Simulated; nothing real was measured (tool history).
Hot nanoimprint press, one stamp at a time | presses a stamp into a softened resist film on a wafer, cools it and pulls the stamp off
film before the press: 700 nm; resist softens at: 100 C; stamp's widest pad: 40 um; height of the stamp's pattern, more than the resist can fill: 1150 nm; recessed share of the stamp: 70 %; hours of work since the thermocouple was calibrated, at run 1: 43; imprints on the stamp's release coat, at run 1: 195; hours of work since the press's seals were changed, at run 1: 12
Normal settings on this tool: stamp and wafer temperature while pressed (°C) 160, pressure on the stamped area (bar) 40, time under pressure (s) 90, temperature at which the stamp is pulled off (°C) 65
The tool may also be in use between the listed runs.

run,hour,stamp and wafer temperature while pressed (°C),pressure on the stamped area (bar),time under pressure (s),temperature at which the stamp is pulled off (°C),hours of work since the thermocouple was calibrated,imprints on the stamp's release coat,hours of work since the press's seals were changed,resist left under the stamp's widest pad (nm),greatest force while the stamp is pulled off (N)
1,0,160,40,90,65,43,195,12,297.8,151
2,14.7,160,40,90,65,50,237,19,297,151
3,23.3,160,40,90,65,54,262,23,297.2,152
4,30.2,160,40,90,66,58,281,26,301.6,148
5,37.9,164,40,90,65,61,304,30,238.8,149
6,49.7,171,40,90,65,67,337,36,159.2,153
7,56.9,171,60.3,90,65,70,357,39,129.8,150
8,63.9,171,39.1,90,65,74,378,43,162.1,156
9,73.4,160,34.7,90,65,78,405,47,312.2,155
10,83,160,34.7,90,65,83,432,52,317.6,152
11,90.4,160,34.7,90,65,86,453,55,314,156
12,105,160,34.7,90,65,93,495,62,318.6,156
13,114.4,160,33.5,90,54,98,522,67,321.4,188
14,130.6,160,33.5,90,54,106,568,75,317.5,194
15,139.5,160,33.5,54,67,110,593,79,382.5,159
16,149.3,164,33.5,54,50,115,621,83,313.7,204
17,164.4,164,33.5,54,50,122,664,91,314.6,210
18,172.4,152,33.5,54,50,126,687,95,531.2,203
19,181.1,152,26.6,168,50,130,712,99,429.8,213
20,192.6,148,53.2,121,70,135,745,104,446.5,156
21,202.7,148,53.2,121,70,140,773,109,448.4,158
22,215.7,166,52.6,129,72,146,810,115,155,150
23,224,166,36.5,54,65,150,834,119,268.6,175
24,238.4,166,36.5,79,72,157,875,126,230.7,159

The same runs without the tool's hidden state, with the same run-to-run variation:
The tool's hidden condition here consists of: true temperature over the reading, C; pressure that arrives at the usual setting, %; grip of the stamp's worn release coat, % over a new coat's; drift of the gauge itself on residual_nm, %; drift of the gauge itself on pull_off_n, %.
run,resist left under the stamp's widest pad (nm),greatest force while the stamp is pulled off (N)
1,305.9,144
2,305.4,143
3,305.9,143
4,310.6,138
5,246.2,139
6,164.1,141
7,134,138
8,167.3,143
9,322.5,141
10,328.4,137
11,324.9,140
12,330.1,139
13,333.1,166
14,329.6,169
15,395.8,138
16,325.5,176
17,326.9,178
18,544.6,172
19,446.4,179
20,463.9,131
21,466.3,132
22,162.6,124
23,280.9,144
24,242,129

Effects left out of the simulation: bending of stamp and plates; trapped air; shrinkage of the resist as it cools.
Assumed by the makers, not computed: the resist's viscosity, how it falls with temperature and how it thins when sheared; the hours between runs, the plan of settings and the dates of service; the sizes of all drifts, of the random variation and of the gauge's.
